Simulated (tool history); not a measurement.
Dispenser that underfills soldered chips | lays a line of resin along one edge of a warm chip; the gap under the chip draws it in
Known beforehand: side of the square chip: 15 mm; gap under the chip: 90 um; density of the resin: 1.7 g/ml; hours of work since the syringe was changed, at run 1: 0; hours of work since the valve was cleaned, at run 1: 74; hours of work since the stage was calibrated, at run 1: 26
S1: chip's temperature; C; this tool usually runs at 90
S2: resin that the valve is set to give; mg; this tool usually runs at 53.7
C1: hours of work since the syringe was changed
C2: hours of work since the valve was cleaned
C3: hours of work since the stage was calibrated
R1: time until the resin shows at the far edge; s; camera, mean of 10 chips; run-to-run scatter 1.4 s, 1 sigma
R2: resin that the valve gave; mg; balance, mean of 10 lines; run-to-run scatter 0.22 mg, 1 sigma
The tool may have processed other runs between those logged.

run	hour	S1	S2	C1	C2	C3	R1	R2
1	0	90	53.7	0	74	26	136.4	50.5
2	10.4	90	53.7	8	81	33	249.2	49.48
# hour 11.9: new syringe of resin
# hour 23.8: new syringe of resin
3	23.8	84	53.7	0	91	43	187	49.66
4	34.9	84	53.7	8	99	51	352.8	49.27
# hour 36.6: new syringe of resin
5	47	84	53.7	8	107	59	341.9	48.43
# hour 49.3: new syringe of resin
6	56.2	84	53.7	5	114	66	276	48.37
# hour 62.2: new syringe of resin
7	68.2	84	53.7	4	122	74	268	47.8
# hour 74.4: new syringe of resin
8	74.6	84	53.7	0	127	79	186.5	47.56
# hour 84.5: dispensing valve cleaned and set on the balance
# hour 87.8: new syringe of resin
9	87.8	84	53.7	0	2	88	185.5	53.76
# hour 100: new syringe of resin
10	102.1	90	53.7	1	12	98	157.7	52.98
# hour 112.8: new syringe of resin
11	116.9	90	46.8	3	23	108	182.9	45.86
# hour 125: new syringe of resin
12	131.6	90	46.8	5	33	119	213.4	45.36
# hour 137.8: new syringe of resin
13	142.4	90	50.2	3	41	126	191.6	48.56
# hour 150.5: new syringe of resin
14	153.8	90	53.7	2	49	135	172.8	51.52
# hour 162.7: new syringe of resin
15	165	90	68.7	2	57	143	154.9	65.33
# hour 174.8: new syringe of resin
16	178.4	90	68.7	3	67	152	174.8	64.5
# hour 187.1: new syringe of resin
17	187.6	90	53.7	0	73	159	145.9	50.03
# hour 198.9: new syringe of resin
18	198.9	90	53.7	0	81	167	142.5	49.71
# hour 210.8: new syringe of resin
19	211.3	101	53.7	0	90	175	89.6	48.94

What will run 20 give?
# hour 222.6: new syringe of resin
20	222.6	77	66	0	98	183	?	?

R1: 265.7 s
R2: 60.31 mg
With the hidden condition absent and the run-to-run variation left alone, this run would have shown R1 247.2 s, R2 66.32 mg.
